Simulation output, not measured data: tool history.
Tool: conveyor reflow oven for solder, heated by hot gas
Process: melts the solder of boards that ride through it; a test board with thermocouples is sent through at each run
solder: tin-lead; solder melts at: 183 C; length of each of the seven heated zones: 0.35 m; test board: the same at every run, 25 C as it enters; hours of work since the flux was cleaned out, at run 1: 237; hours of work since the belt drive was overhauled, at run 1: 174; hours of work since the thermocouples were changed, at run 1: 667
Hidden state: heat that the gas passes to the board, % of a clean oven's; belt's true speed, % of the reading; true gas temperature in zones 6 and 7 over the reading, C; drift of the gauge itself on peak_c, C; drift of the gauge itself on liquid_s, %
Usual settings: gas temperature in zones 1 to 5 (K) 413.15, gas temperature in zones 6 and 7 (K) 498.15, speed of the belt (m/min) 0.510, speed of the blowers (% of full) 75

run     day  gas temperature in zones 1 to 5 (K)  gas temperature in zones 6 and 7 (K)  speed of the belt (m/min)  speed of the blowers (% of full)  hours of work since the flux was cleaned out  hours of work since the belt drive was overhauled  hours of work since the thermocouples were changed  highest temperature of the board (K)  time above the solder's melting point (s)
  1   0.000                               413.15                                498.15                      0.510                                75                                           237                                                174                                                 667                                480.75                                       53.6
  2   0.500                               413.15                                498.15                      0.510                                75                                           244                                                181                                                 673                                480.85                                       53.6
  3   0.992                               413.15                                498.15                      0.510                                75                                           250                                                188                                                 680                                480.75                                       53.2
  4   1.221                               413.15                                498.15                      0.510                                75                                           253                                                191                                                 683                                480.55                                       53.0
  5   1.542                               413.15                                498.15                      0.510                                75                                           258                                                195                                                 687                                480.85                                       53.0
  6   1.829                               413.15                                503.15                      0.510                                75                                           262                                                199                                                 691                                484.75                                       57.4
  7   2.242                               413.15                                503.15                      0.510                                75                                           267                                                205                                                 697                                484.95                                       57.7
  8   2.692                               413.15                                503.15                      0.510                                75                                           273                                                211                                                 703                                484.85                                       57.8
  9   3.017                               413.15                                498.15                      0.510                                86                                           278                                                215                                                 707                                482.75                                       56.4
 10   3.300                               411.15                                498.15                      0.510                                86                                           282                                                219                                                 711                                482.15                                       55.2
 11   3.533                               413.15                                498.15                      0.538                                75                                           285                                                222                                                 714                                479.05                                       47.8
      3.833  -- flux residue cleaned out of gas plates and filters
 12   4.071                               413.15                                498.15                      0.510                                75                                             3                                                227                                                 719                                482.55                                       55.7
      4.188  -- thermocouples of zones 6 and 7 changed
 13   4.567                               413.15                                498.15                      0.510                                75                                             9                                                232                                                   5                                485.15                                       58.4
 14   4.900                               413.15                                498.15                      0.510                                75                                            13                                                237                                                  10                                485.05                                       58.5
 15   5.275                               413.15                                498.15                      0.510                                75                                            18                                                242                                                  15                                484.65                                       58.7
 16   5.671                               413.15                                498.15                      0.510                                75                                            24                                                247                                                  20                                484.95                                       58.5
 17   5.946                               413.15                                504.15                      0.438                                80                                            27                                                251                                                  24                                494.85                                       78.5
 18   6.333                               413.15                                504.15                      0.438                                80                                            33                                                256                                                  29                                494.95                                       78.8
 19   6.592                               422.15                                504.15                      0.546                                60                                            36                                                259                                                  32                                484.85                                       56.5
 20   7.075                               422.15                                510.15                      0.579                                77                                            43                                                266                                                  39                                493.45                                       60.1
 21   7.462                               413.15                                493.15                      0.510                                70                                            48                                                271                                                  44                                478.85                                       51.7
 22   7.725                               413.15                                493.15                      0.490                                50                                            51                                                275                                                  48                                473.35                                       43.4
 23   8.021                               420.15                                504.15                      0.415                                86                                            55                                                279                                                  52                                497.45                                       88.2
 24   8.308                               420.15                                504.15                      0.415                                86                                            59                                                283                                                  56                                497.45                                       88.8
 25   8.821                               413.15                                498.15                      0.461                                59                                            66                                                289                                                  62                                482.45                                       61.3
 26   9.083                               413.15                                498.15                      0.461                                59                                            70                                                293                                                  66                                482.85                                       60.7
 27   9.446                               413.15                                498.15                      0.581                                76                                            75                                                298                                                  71                                480.95                                       46.2
 28   9.858                               413.15                                498.15                      0.448                                76                                            80                                                303                                                  77                                487.95                                       70.9
 29  10.112                               413.15                                498.15                      0.448                                76                                            84                                                307                                                  80                                487.45                                       70.7
 30  10.496                               406.15                                498.15                      0.448                                69                                            89                                                312                                                  85                                485.05                                       64.5
 31  10.817                               406.15                                498.15                      0.448                                69                                            93                                                316                                                  89                                485.05                                       64.4
 32  11.075                               413.15                                505.15                      0.592                                75                                            96                                                320                                                  93                                485.35                                       49.3

Some steps in highest temperature of the board (K) between neighbouring runs. How much of each would the tool show without its hidden state too (settings, what came in, random variation), and how much is left for the hidden state, with any gauge scatter that isn't in both results?
Run 11 -> 12: speed of the belt (m/min) 0.538 -> 0.510, flux residue cleaned out of gas plates and filters. highest temperature of the board (K) +3.50: hidden state +2.30, all else +1.20.
Run 12 -> 13: thermocouples of zones 6 and 7 changed. highest temperature of the board (K) +2.60: hidden state +2.50, all else +0.10.
Run 20 -> 21: gas temperature in zones 1 to 5 (K) 422.15 -> 413.15, gas temperature in zones 6 and 7 (K) 510.15 -> 493.15, speed of the belt (m/min) 0.579 -> 0.510, speed of the blowers (% of full) 77 -> 70. highest temperature of the board (K) -14.60: hidden state +0.00, all else -14.60.
Run 22 -> 23: gas temperature in zones 1 to 5 (K) 413.15 -> 420.15, gas temperature in zones 6 and 7 (K) 493.15 -> 504.15, speed of the belt (m/min) 0.490 -> 0.415, speed of the blowers (% of full) 50 -> 86. highest temperature of the board (K) +24.10: hidden state +0.00, all else +24.10.
Run 24 -> 25: gas temperature in zones 1 to 5 (K) 420.15 -> 413.15, gas temperature in zones 6 and 7 (K) 504.15 -> 498.15, speed of the belt (m/min) 0.415 -> 0.461, speed of the blowers (% of full) 86 -> 59. highest temperature of the board (K) -15.00: hidden state -0.20, all else -14.80.
Run 31 -> 32: gas temperature in zones 1 to 5 (K) 406.15 -> 413.15, gas temperature in zones 6 and 7 (K) 498.15 -> 505.15, speed of the belt (m/min) 0.448 -> 0.592, speed of the blowers (% of full) 69 -> 75. highest temperature of the board (K) +0.30: hidden state -0.40, all else +0.70.
